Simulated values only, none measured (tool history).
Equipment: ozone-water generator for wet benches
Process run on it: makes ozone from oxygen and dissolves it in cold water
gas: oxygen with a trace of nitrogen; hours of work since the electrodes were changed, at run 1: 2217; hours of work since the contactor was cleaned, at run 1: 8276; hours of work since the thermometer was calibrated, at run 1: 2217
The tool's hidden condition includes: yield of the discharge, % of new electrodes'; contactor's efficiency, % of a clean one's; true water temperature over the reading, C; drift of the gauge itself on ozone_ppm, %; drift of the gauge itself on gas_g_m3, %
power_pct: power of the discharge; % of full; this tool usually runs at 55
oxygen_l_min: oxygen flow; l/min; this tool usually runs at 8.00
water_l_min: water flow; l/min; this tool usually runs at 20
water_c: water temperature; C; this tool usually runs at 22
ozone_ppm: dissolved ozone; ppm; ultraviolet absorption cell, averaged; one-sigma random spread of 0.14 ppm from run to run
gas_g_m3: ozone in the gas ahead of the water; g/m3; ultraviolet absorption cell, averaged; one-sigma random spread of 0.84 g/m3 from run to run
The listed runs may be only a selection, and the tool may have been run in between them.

run    hour  power_pct  oxygen_l_min  water_l_min  water_c  hours of work since the electrodes were changed  hours of work since the contactor was cleaned  hours of work since the thermometer was calibrated  ozone_ppm  gas_g_m3
  1     0.0         55          8.00           20       22                                             2217                                           8276                                                2217       14.5     129.6
       25.2  -- contactor cleaned
  2   107.8         55          8.00           20       22                                             2304                                             69                                                2304       15.7     129.1
  3   282.5         55          8.00           20       22                                             2451                                            216                                                2451       15.7     128.3
  4   440.2         55          8.00           20       22                                             2584                                            349                                                2584       15.7     128.7
  5   608.6         55          8.00           20       22                                             2725                                            491                                                2725       15.6     127.3
  6   690.3         55          8.00           20       22                                             2794                                            560                                                2794       15.7     127.2
  7   767.9         55          8.00           20       22                                             2859                                            625                                                2859       15.4     126.2
  8   918.8         55          8.00           20       22                                             2986                                            752                                                2986       15.5     126.0
  9  1066.2         55          8.00           20       22                                             3110                                            876                                                3110       15.5     127.4
 10  1219.5         55          8.00           20       22                                             3239                                           1005                                                3239       15.4     125.2
     1233.7  -- water thermometer calibrated
 11  1391.0         55          8.00           20       22                                             3383                                           1149                                                 132       15.4     125.0
 12  1489.2         55          8.00           20       22                                             3466                                           1231                                                 215       15.0     126.2
 13  1584.0         55          8.00           20       22                                             3546                                           1311                                                 295       15.1     126.7
 14  1727.2         55          8.00           20       22                                             3666                                           1431                                                 415       15.3     123.4
     1835.7  -- water thermometer calibrated, once more
 15  1887.6         45          8.00           20       22                                             3801                                           1566                                                  44       13.0     106.6
 16  1992.0         61          8.00           20       22                                             3889                                           1654                                                 131       16.3     134.8
 17  2067.3         55          6.69           20       20                                             3952                                           1717                                                 195       15.9     138.6
 18  2149.8         93          7.05           20       22                                             4021                                           1787                                                 264       22.9     198.2
 19  2328.4         93          7.05           20       22                                             4172                                           1937                                                 415       22.8     198.0
 20  2469.6         66          8.38           14       15                                             4290                                           2056                                                 533       24.8     137.7
 21  2593.2         66          8.38           14       15                                             4394                                           2160                                                 637       24.4     136.6
 22  2751.1         66          8.38           14       15                                             4527                                           2293                                                 770       24.8     136.6
 23  2927.9         43          8.00           21       22                                             4676                                           2441                                                 919       11.7     102.2
 24  3005.2         43          8.00           21       22                                             4741                                           2506                                                 984       11.9     100.6
 25  3180.4         43          8.00           21       22                                             4888                                           2654                                                1131       11.8     100.6
 26  3265.6         43          4.34           17       22                                             4960                                           2725                                                1203       14.7     145.4

Consider 5 possible next runs. They are alternatives, not a sequence: every one starts from the tool as it was left by run 26. What does each give?
  A  3383.7         55          5.34           30       22                                             5059                                           2825                                                1302          ?         ?
  B  3383.7         63          8.00           16       18                                             5059                                           2825                                                1302          ?         ?
  C  3383.7         41         11.99           12       22                                             5059                                           2825                                                1302          ?         ?
  D  3383.7         63          8.00           29       25                                             5059                                           2825                                                1302          ?         ?
  E  3383.7         43          6.36           22       28                                             5059                                           2825                                                1302          ?         ?

run  ozone_ppm  gas_g_m3
  A       10.6     153.0
  B       20.2     134.3
  C       14.1      77.0
  D       11.3     134.6
  E       10.6     116.2
What these runs would have given with no unlogged condition in the tool:
run  ozone_ppm  gas_g_m3
  A       12.1     169.1
  B       23.3     150.4
  C       15.5      82.7
  D       13.1     150.6
  E       11.9     125.3

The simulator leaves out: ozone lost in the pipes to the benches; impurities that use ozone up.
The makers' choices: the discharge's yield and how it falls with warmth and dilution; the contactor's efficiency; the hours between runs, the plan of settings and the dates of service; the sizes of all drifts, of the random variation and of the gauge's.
